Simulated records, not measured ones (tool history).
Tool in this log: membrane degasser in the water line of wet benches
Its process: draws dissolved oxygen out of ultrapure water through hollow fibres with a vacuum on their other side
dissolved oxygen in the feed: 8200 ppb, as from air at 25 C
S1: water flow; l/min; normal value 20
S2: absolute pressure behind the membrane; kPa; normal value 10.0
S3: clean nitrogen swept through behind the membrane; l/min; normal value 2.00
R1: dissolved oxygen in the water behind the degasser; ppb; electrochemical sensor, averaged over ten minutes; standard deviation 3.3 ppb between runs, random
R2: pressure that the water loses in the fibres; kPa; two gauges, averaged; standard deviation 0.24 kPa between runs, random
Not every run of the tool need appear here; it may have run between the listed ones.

run,day,S1,S2,S3,R1,R2
1,0.000,20,10.0,2.00,327.2,60.57
2,3.346,20,10.0,2.00,322.0,60.32
3,7.175,20,12.3,2.00,379.3,61.04
4,13.600,20,12.3,2.00,372.5,60.25
5,20.225,20,10.0,2.00,328.8,60.57
6,23.017,20,6.9,2.00,259.9,61.22
7,26.812,20,6.9,2.00,258.7,60.33
8,29.929,20,6.9,2.00,258.9,60.28
9,36.658,20,6.9,2.00,259.3,60.61
10,40.450,20,10.4,2.00,330.4,60.51
11,46.167,20,10.4,2.00,339.3,60.98
# day 48.988: vacuum gauge calibrated
12,51.246,20,10.4,2.00,337.3,60.82
13,57.633,20,10.4,2.00,341.2,60.96
14,64.208,20,10.0,2.00,328.4,60.67
15,67.750,20,10.0,2.00,329.5,60.61
16,71.554,20,10.0,2.00,330.7,60.81
17,76.488,20,10.0,2.00,325.1,61.00
18,81.492,20,10.0,2.00,322.6,60.89
19,87.167,20,10.0,2.00,327.6,60.38
20,93.925,20,10.0,2.00,328.1,60.78
21,99.012,29,23.9,1.33,1132.5,87.78
22,101.817,15,10.0,2.00,228.8,45.34
23,104.783,14,7.0,4.07,130.1,42.17
24,109.575,24,18.4,4.07,437.6,72.96
25,112.808,15,18.4,4.07,244.3,45.39
26,115.842,13,16.8,1.45,365.5,39.47
27,119.800,28,12.3,1.54,624.0,84.83
28,124.808,17,8.6,2.00,236.2,51.66
29,128.400,17,18.5,2.00,434.8,51.76
30,131.921,17,18.5,2.00,424.7,51.10
31,136.954,28,6.3,2.00,370.2,84.99

Forecast each of these 4 alternatives for the next run:
A,142.142,29,21.6,4.92,?,?
B,142.142,15,10.0,2.00,?,?
C,142.142,25,6.8,3.59,?,?
D,142.142,22,13.0,1.14,?,?

run,R1,R2
A,531.6,87.58
B,229.2,45.89
C,299.9,75.80
D,591.4,66.89
Had the tool no hidden state, the same runs would have come out as:
run,R1,R2
A,530.9,87.52
B,228.8,45.86
C,299.3,75.75
D,590.8,66.85

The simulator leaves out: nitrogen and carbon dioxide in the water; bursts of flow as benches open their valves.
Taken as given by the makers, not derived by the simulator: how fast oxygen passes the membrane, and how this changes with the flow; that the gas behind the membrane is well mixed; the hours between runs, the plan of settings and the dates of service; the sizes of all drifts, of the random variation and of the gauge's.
